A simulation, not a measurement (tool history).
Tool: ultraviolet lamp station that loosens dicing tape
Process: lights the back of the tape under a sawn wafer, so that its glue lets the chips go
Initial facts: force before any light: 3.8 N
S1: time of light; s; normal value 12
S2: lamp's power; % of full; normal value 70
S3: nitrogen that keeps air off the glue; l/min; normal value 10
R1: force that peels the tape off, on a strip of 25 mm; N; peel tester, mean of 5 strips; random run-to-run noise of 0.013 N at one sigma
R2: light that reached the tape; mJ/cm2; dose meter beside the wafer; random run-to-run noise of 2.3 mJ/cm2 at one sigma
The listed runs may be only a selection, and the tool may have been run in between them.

run	day	S1	S2	S3	R1	R2
1	0.000	12	70	10	0.560	203
2	1.708	12	70	10	0.569	202
3	3.038	12	70	10	0.565	205
4	4.579	12	70	18	0.394	206
5	5.692	12	70	10	0.590	207
6	6.700	12	70	10	0.576	206
7	7.662	12	70	10	0.570	205
8	8.629	12	70	10	0.590	203
9	9.462	6	70	10	1.480	106
10	10.758	6	70	10	1.454	105
11	12.088	6	70	10	1.409	103
12	12.825	7	63	15	1.202	107
13	14.092	12	84	10	0.438	246

Predict the results of run 14:
14	15.283	14	76	11	?	?

R1: 0.361 N
R2: 263 mJ/cm2
If the tool had no hidden condition, the same run with the same run-to-run variation would have returned R1 0.359 N, R2 263 mJ/cm2.
